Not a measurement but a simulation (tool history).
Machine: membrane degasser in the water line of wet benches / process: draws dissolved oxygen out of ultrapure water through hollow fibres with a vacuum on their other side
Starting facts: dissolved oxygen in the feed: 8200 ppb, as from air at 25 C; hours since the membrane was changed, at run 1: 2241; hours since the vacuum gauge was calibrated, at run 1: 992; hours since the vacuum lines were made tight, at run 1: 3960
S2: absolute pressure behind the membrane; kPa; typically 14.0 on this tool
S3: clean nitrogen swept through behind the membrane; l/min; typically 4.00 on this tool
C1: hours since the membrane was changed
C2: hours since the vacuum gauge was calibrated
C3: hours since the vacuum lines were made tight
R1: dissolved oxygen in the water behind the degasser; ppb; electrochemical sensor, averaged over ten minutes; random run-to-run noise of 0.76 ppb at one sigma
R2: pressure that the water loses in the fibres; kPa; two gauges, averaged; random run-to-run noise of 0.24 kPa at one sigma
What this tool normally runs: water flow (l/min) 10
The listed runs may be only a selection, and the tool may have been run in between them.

{"run": 1, "hour": 0.0, "water flow (l/min)": 10, "S2": 14.0, "S3": 4.0, "C1": 2241, "C2": 992, "C3": 3960, "R1": 72.8, "R2": 62.76}
{"run": 2, "hour": 100.2, "water flow (l/min)": 10, "S2": 9.5, "S3": 4.0, "C1": 2341, "C2": 1092, "C3": 4060, "R1": 43.7, "R2": 62.65}
{"run": 3, "hour": 227.8, "water flow (l/min)": 10, "S2": 9.5, "S3": 4.0, "C1": 2469, "C2": 1219, "C3": 4188, "R1": 44.7, "R2": 62.5}
{"run": 4, "hour": 344.2, "water flow (l/min)": 10, "S2": 10.1, "S3": 4.0, "C1": 2585, "C2": 1336, "C3": 4304, "R1": 47.5, "R2": 62.4}
{"run": 5, "hour": 552.9, "water flow (l/min)": 10, "S2": 34.1, "S3": 4.0, "C1": 2794, "C2": 1545, "C3": 4513, "R1": 200.3, "R2": 62.53}
{"run": 6, "hour": 647.4, "water flow (l/min)": 10, "S2": 34.1, "S3": 4.0, "C1": 2888, "C2": 1639, "C3": 4607, "R1": 200.5, "R2": 62.66}
{"run": 7, "hour": 769.3, "water flow (l/min)": 10, "S2": 14.0, "S3": 1.86, "C1": 3010, "C2": 1761, "C3": 4729, "R1": 147.0, "R2": 62.82}
{"run": 8, "hour": 898.8, "water flow (l/min)": 10, "S2": 14.0, "S3": 4.0, "C1": 3140, "C2": 1890, "C3": 4859, "R1": 72.8, "R2": 62.85}
{"run": 9, "hour": 1113.1, "water flow (l/min)": 10, "S2": 14.0, "S3": 4.0, "C1": 3354, "C2": 2105, "C3": 5073, "R1": 71.8, "R2": 62.65}
{"run": 10, "hour": 1290.5, "water flow (l/min)": 10, "S2": 14.0, "S3": 4.0, "C1": 3531, "C2": 2282, "C3": 5250, "R1": 72.2, "R2": 62.84}
{"run": 11, "hour": 1465.7, "water flow (l/min)": 10, "S2": 14.0, "S3": 4.0, "C1": 3707, "C2": 2457, "C3": 5425, "R1": 72.1, "R2": 62.81}
{"run": 12, "hour": 1608.0, "water flow (l/min)": 10, "S2": 14.0, "S3": 4.0, "C1": 3849, "C2": 2600, "C3": 5568, "R1": 72.8, "R2": 62.7}
{"run": 13, "hour": 1694.3, "water flow (l/min)": 10, "S2": 14.0, "S3": 4.0, "C1": 3935, "C2": 2686, "C3": 5654, "R1": 72.8, "R2": 62.59}
{"run": 14, "hour": 1860.9, "water flow (l/min)": 10, "S2": 14.0, "S3": 4.0, "C1": 4102, "C2": 2853, "C3": 5821, "R1": 73.1, "R2": 62.9}
{"run": 15, "hour": 2060.8, "water flow (l/min)": 10, "S2": 14.0, "S3": 4.23, "C1": 4302, "C2": 3052, "C3": 6021, "R1": 69.5, "R2": 62.92}
{"hour": 2121.7, "done": "vacuum gauge calibrated"}
{"run": 16, "hour": 2153.4, "water flow (l/min)": 10, "S2": 14.0, "S3": 4.23, "C1": 4394, "C2": 32, "C3": 6113, "R1": 69.3, "R2": 62.98}
{"run": 17, "hour": 2278.3, "water flow (l/min)": 10, "S2": 14.0, "S3": 2.58, "C1": 4519, "C2": 157, "C3": 6238, "R1": 109.4, "R2": 63.37}
{"run": 18, "hour": 2485.2, "water flow (l/min)": 9, "S2": 34.2, "S3": 2.13, "C1": 4726, "C2": 364, "C3": 6444, "R1": 327.0, "R2": 56.56}
{"run": 19, "hour": 2659.4, "water flow (l/min)": 9, "S2": 34.2, "S3": 2.13, "C1": 4900, "C2": 538, "C3": 6619, "R1": 323.7, "R2": 56.83}
{"run": 20, "hour": 2825.2, "water flow (l/min)": 16, "S2": 14.0, "S3": 4.0, "C1": 5066, "C2": 704, "C3": 6785, "R1": 156.0, "R2": 101.46}
{"run": 21, "hour": 2931.9, "water flow (l/min)": 8, "S2": 18.8, "S3": 8.3, "C1": 5172, "C2": 810, "C3": 6891, "R1": 41.1, "R2": 50.5}
{"run": 22, "hour": 3094.3, "water flow (l/min)": 14, "S2": 17.4, "S3": 4.63, "C1": 5335, "C2": 973, "C3": 7054, "R1": 132.6, "R2": 88.14}
{"run": 23, "hour": 3292.0, "water flow (l/min)": 12, "S2": 19.4, "S3": 8.77, "C1": 5532, "C2": 1170, "C3": 7251, "R1": 68.7, "R2": 75.47}
{"run": 24, "hour": 3389.1, "water flow (l/min)": 8, "S2": 34.5, "S3": 7.44, "C1": 5630, "C2": 1267, "C3": 7348, "R1": 90.0, "R2": 50.13}
{"run": 25, "hour": 3486.9, "water flow (l/min)": 10, "S2": 14.0, "S3": 3.28, "C1": 5727, "C2": 1365, "C3": 7446, "R1": 88.9, "R2": 63.47}
{"run": 26, "hour": 3632.0, "water flow (l/min)": 7, "S2": 9.0, "S3": 2.52, "C1": 5872, "C2": 1510, "C3": 7591, "R1": 42.9, "R2": 44.36}
{"run": 27, "hour": 3821.4, "water flow (l/min)": 7, "S2": 9.0, "S3": 2.52, "C1": 6062, "C2": 1700, "C3": 7781, "R1": 43.3, "R2": 44.19}
{"run": 28, "hour": 3935.8, "water flow (l/min)": 7, "S2": 9.0, "S3": 2.52, "C1": 6176, "C2": 1814, "C3": 7895, "R1": 43.8, "R2": 44.52}
{"run": 29, "hour": 4038.1, "water flow (l/min)": 7, "S2": 9.0, "S3": 2.52, "C1": 6279, "C2": 1916, "C3": 7997, "R1": 43.9, "R2": 44.25}

What does the tool deliver on the next run?
{"run": 30, "hour": 4158.2, "water flow (l/min)": 7, "S2": 9.0, "S3": 2.52, "C1": 6399, "C2": 2037, "C3": 8117, "R1": "?", "R2": "?"}

Run 30 came out at R1 43.5 ppb, R2 44.39 kPa.
The same run, on a tool lacking any hidden state, would have yielded R1 40.2 ppb, R2 43.36 kPa.

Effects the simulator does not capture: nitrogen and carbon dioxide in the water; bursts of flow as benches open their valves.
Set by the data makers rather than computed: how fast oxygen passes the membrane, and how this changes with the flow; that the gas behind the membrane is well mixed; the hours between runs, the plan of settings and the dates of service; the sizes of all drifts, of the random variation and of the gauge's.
